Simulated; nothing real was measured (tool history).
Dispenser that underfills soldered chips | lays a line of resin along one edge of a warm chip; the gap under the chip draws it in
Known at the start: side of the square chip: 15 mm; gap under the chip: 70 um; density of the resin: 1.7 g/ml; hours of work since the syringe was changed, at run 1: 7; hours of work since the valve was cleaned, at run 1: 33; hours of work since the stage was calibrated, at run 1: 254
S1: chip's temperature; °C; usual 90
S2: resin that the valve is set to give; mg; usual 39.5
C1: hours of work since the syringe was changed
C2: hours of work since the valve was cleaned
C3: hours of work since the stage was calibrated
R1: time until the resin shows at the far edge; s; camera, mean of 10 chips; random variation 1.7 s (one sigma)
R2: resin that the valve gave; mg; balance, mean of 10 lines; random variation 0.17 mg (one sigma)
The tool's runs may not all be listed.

run,day,S1,S2,C1,C2,C3,R1,R2
1,0.000,90,39.5,7,33,254,263.2,38.34
# day 0.108: new syringe of resin
2,0.188,90,34.8,1,36,257,183.3,33.90
3,0.558,90,34.8,8,43,264,290.3,33.52
# day 0.617: new syringe of resin
4,0.779,90,34.8,3,47,268,202.4,33.55
5,1.071,90,34.8,8,52,273,290.5,33.44
# day 1.125: new syringe of resin
6,1.321,90,34.8,4,56,277,216.7,33.51
7,1.558,90,39.5,8,61,282,275.5,37.70
# day 1.625: new syringe of resin
8,1.833,90,39.5,4,66,286,202.3,37.51
# day 2.121: new syringe of resin
9,2.121,104,39.5,0,71,291,103.2,37.35
10,2.471,90,51.4,6,77,298,241.7,48.18
# day 2.629: new syringe of resin
11,2.692,90,51.4,1,81,301,164.5,47.82
12,2.858,82,41.7,4,84,304,271.9,38.51
# day 3.146: new syringe of resin
13,3.183,82,41.7,1,89,310,211.9,38.46
14,3.517,85,49.0,7,95,316,283.1,45.39
# day 3.650: new syringe of resin
15,3.771,86,46.6,2,100,321,202.6,42.89
# day 4.146: new syringe of resin
16,4.146,86,46.6,0,106,327,166.4,42.95
17,4.492,103,36.7,6,112,333,161.4,33.26
# day 4.654: new syringe of resin
# day 4.908: dispensing valve cleaned and set on the balance
18,4.929,79,38.0,4,0,340,300.5,37.82
19,5.112,79,38.0,8,4,344,366.4,37.75
# day 5.192: new syringe of resin
20,5.479,76,34.9,5,10,350,364.1,34.42
# day 5.700: new syringe of resin
21,5.700,76,34.9,0,14,354,255.6,34.52

3 ways to go on from here, each from the tool as it stands after run 21. What would each give?
A,5.888,77,48.3,3,17,357,?,?
B,5.888,93,47.4,3,17,357,?,?
C,5.888,88,43.6,3,17,357,?,?

run,R1,R2
A,291.9,47.18
B,168.1,46.80
C,199.1,43.12
Without the tool's hidden state the same runs would have given:
run,R1,R2
A,256.6,47.86
B,146.6,47.46
C,173.9,43.73

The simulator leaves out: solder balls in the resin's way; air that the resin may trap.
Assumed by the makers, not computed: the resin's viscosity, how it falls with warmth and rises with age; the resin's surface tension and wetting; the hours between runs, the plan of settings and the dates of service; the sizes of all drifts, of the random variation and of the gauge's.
